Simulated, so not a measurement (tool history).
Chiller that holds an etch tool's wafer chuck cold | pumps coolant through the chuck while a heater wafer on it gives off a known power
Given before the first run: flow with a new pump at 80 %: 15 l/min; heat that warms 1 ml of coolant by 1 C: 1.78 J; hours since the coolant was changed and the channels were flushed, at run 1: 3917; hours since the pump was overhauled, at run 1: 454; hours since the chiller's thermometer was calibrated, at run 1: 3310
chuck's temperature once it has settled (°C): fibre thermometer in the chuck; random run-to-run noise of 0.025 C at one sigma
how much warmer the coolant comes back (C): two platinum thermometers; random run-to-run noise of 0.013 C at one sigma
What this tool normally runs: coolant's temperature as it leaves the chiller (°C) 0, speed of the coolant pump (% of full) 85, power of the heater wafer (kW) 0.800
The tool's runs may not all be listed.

| run | hour | coolant's temperature as it leaves the chiller (°C) | speed of the coolant pump (% of full) | power of the heater wafer (kW) | hours since the coolant was changed and the channels were flushed | hours since the pump was overhauled | hours since the chiller's thermometer was calibrated | chuck's temperature once it has settled (°C) | how much warmer the coolant comes back (C) |
|---|---|---|---|---|---|---|---|---|---|
| 1 | 0.0 | 0 | 85 | 0.800 | 3917 | 454 | 3310 | 4.91 | 1.70 |
| 2 | 165.8 | 0 | 85 | 0.800 | 4083 | 620 | 3476 | 4.94 | 1.71 |
| 3 | 301.9 | 0 | 85 | 0.800 | 4219 | 756 | 3612 | 4.90 | 1.71 |
|  | 350.3 | coolant changed, channels flushed |
| 4 | 466.7 | 0 | 85 | 0.800 | 116 | 915 | 3771 | 4.30 | 1.71 |
| 5 | 539.5 | 0 | 85 | 0.800 | 189 | 988 | 3844 | 4.32 | 1.71 |
| 6 | 611.7 | 0 | 85 | 0.800 | 261 | 1060 | 3916 | 4.34 | 1.73 |
| 7 | 762.1 | 0 | 85 | 0.800 | 412 | 1210 | 4066 | 4.37 | 1.71 |
| 8 | 837.1 | 0 | 85 | 0.800 | 487 | 1285 | 4141 | 4.30 | 1.73 |
| 9 | 957.7 | -6 | 85 | 0.800 | 607 | 1406 | 4262 | -1.68 | 1.73 |
| 10 | 1083.6 | -10 | 85 | 0.694 | 733 | 1532 | 4388 | -6.39 | 1.52 |
| 11 | 1251.9 | -10 | 86 | 0.694 | 902 | 1700 | 4556 | -6.44 | 1.52 |
| 12 | 1368.4 | 0 | 93 | 0.800 | 1018 | 1817 | 4673 | 3.98 | 1.58 |
| 13 | 1494.6 | -2 | 79 | 0.598 | 1144 | 1943 | 4799 | 1.16 | 1.42 |
|  | 1583.1 | chiller's thermometer calibrated |
| 14 | 1609.0 | -2 | 79 | 0.598 | 1258 | 2056 | 26 | 2.19 | 1.42 |
| 15 | 1731.8 | 6 | 79 | 0.885 | 1381 | 2179 | 149 | 12.23 | 2.10 |
| 16 | 1888.2 | 8 | 79 | 0.598 | 1537 | 2335 | 305 | 12.19 | 1.44 |
| 17 | 2041.1 | -10 | 82 | 0.424 | 1690 | 2488 | 458 | -7.17 | 1.00 |

Take each entry between the runs: how does the hidden state at the last listed run before it differ from the hidden state at the first listed run after it?
After run 3, before run 4: coolant changed, channels flushed (hour 350.3)
  heat passed by the chuck's channels, % of clean ones': 88 -> 99.4; flow at a given pump speed, % of a new pump's: 98.8 -> 98.5; coolant's true temperature over the reading, C: -0.82 -> -0.85
  what was measured, less what the result would be without the hidden state, chuck's temperature once it has settled (°C): -0.21 -> -0.78; how much warmer the coolant comes back (C): +0.02 -> +0.03
After run 13, before run 14: chiller's thermometer calibrated (hour 1583.1)
  heat passed by the chuck's channels, % of clean ones': 96.7 -> 96.4; flow at a given pump speed, % of a new pump's: 96.5 -> 96.3; coolant's true temperature over the reading, C: -1.07 -> -0.07
  what was measured, less what the result would be without the hidden state, chuck's temperature once it has settled (°C): -0.86 -> +0.15; how much warmer the coolant comes back (C): +0.05 -> +0.05
